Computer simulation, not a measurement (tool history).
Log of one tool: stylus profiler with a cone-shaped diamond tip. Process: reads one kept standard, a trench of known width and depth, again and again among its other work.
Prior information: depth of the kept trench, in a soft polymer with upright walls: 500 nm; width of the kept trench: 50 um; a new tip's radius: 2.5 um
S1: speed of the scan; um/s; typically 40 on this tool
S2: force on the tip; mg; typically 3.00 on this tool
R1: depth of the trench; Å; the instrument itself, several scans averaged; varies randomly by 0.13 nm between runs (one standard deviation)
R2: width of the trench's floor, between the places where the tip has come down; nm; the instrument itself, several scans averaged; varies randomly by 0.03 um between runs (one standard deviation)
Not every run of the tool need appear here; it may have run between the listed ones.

run   hour   S1    S2      R1     R2
  1    0.0   40  3.00  5076.1  46770
  2   30.8   40  3.00  5073.4  46740
  3   51.0   40  3.00  5074.6  46710
  4   88.6   40  3.00  5071.2  46690
  5  118.8   40  3.00  5074.2  46670
  6  147.7   40  3.00  5076.1  46620
  7  177.2   40  3.00  5075.7  46570
     180.7  -- height scale calibrated on a step standard
  8  213.6   40  5.65  5113.4  46530
     244.9  -- height scale calibrated on a step standard, once more
  9  251.7   40  5.65  5109.3  46540
 10  288.9  114  3.33  5077.9  46330
 11  328.7   61  2.79  5066.8  46380
 12  366.9   61  2.79  5069.1  46380
 13  390.2   32  5.15  5104.1  46440
 14  425.2   17  8.24  5140.9  46420
 15  462.0   17  8.24  5140.3  46380
 16  483.4   40  1.87  5055.5  46270

Run 17 comes next. What will it give?
 17  522.3  60  1.73   ?   ?

Logged for run 17: R1 5048.9 Å, R2 46150 nm.
With no hidden state in the tool, this same run would have given R1 5047.1 Å, R2 46830 nm.
